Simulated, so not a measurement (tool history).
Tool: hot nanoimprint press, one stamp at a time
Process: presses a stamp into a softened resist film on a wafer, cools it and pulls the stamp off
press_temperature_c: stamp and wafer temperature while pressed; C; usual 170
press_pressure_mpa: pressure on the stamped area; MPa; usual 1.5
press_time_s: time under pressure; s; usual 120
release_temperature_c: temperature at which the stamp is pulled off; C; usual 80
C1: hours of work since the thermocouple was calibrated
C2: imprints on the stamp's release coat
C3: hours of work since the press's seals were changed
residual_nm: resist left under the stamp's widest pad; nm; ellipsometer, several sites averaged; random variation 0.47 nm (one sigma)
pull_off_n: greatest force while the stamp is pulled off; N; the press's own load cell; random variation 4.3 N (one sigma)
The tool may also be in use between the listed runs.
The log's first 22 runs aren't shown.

run 23 hour=147.6 | press_temperature_c=170 press_pressure_mpa=1.79 press_time_s=75 release_temperature_c=80 | C1=38 C2=171 C3=124 | residual_nm=129.1 pull_off_n=216
run 24 hour=156.3 | press_temperature_c=170 press_pressure_mpa=1.5 press_time_s=198 release_temperature_c=80 | C1=43 C2=210 C3=129 | residual_nm=100.7 pull_off_n=222
run 25 hour=162.8 | press_temperature_c=170 press_pressure_mpa=1.5 press_time_s=198 release_temperature_c=86 | C1=47 C2=239 C3=133 | residual_nm=101.5 pull_off_n=187
run 26 hour=169.1 | press_temperature_c=170 press_pressure_mpa=1.5 press_time_s=198 release_temperature_c=86 | C1=51 C2=268 C3=137 | residual_nm=101.7 pull_off_n=190
run 27 hour=176 | press_temperature_c=170 press_pressure_mpa=1.5 press_time_s=198 release_temperature_c=76 | C1=56 C2=299 C3=141 | residual_nm=101.1 pull_off_n=254
run 28 hour=180.1 | press_temperature_c=170 press_pressure_mpa=1.5 press_time_s=194 release_temperature_c=81 | C1=58 C2=317 C3=144 | residual_nm=102.5 pull_off_n=223
run 29 hour=186.2 | press_temperature_c=169 press_pressure_mpa=1.5 press_time_s=64 release_temperature_c=69 | C1=62 C2=345 C3=148 | residual_nm=144.9 pull_off_n=291
run 30 hour=193.9 | press_temperature_c=169 press_pressure_mpa=1.5 press_time_s=64 release_temperature_c=69 | C1=67 C2=380 C3=152 | residual_nm=145.1 pull_off_n=296

Forecast each of these 3 alternatives for the next run:
run A hour=197.8 | press_temperature_c=169 press_pressure_mpa=1.5 press_time_s=64 release_temperature_c=66 | C1=69 C2=397 C3=155 | residual_nm=? pull_off_n=?
run B hour=197.8 | press_temperature_c=177 press_pressure_mpa=1.6 press_time_s=64 release_temperature_c=82 | C1=69 C2=397 C3=155 | residual_nm=? pull_off_n=?
run C hour=197.8 | press_temperature_c=162 press_pressure_mpa=1.56 press_time_s=64 release_temperature_c=74 | C1=69 C2=397 C3=155 | residual_nm=? pull_off_n=?

run=A residual_nm=145.7 pull_off_n=327
run=B residual_nm=111 pull_off_n=221
run=C residual_nm=170 pull_off_n=262
Without the tool's hidden state the same runs would have given:
run=A residual_nm=146 pull_off_n=298
run=B residual_nm=111.2 pull_off_n=201
run=C residual_nm=170.2 pull_off_n=239
